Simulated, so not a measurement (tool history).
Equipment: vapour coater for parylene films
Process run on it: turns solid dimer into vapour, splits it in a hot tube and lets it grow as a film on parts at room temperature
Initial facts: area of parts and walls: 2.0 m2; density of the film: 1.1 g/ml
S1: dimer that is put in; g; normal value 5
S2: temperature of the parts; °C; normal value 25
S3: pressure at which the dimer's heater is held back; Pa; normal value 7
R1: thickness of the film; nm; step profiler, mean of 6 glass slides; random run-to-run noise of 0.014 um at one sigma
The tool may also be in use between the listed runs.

run,day,S1,S2,S3,R1
1,0,5,25,7,820
2,1.233,5,25,7,840
3,2.262,5,25,7,840
# day 2.858: trap's valve overhauled
4,3.171,5,25,8.98,960
5,4.592,5,25,8.98,910
6,5.85,5,25,7,960
7,7.521,5,25,7,930
8,8.392,5,25,7,910
9,10.025,5,31,2.54,940
10,11.221,5,18,7,990
11,12.829,5,18,2.94,1160
12,14.25,5,24,11.96,800
13,15.75,5,24,11.96,800

Forecast run 14:
14,17.079,5,25,11.89,?

R1: 800 nm
Without the tool's hidden state the same run would have given R1 940 nm.
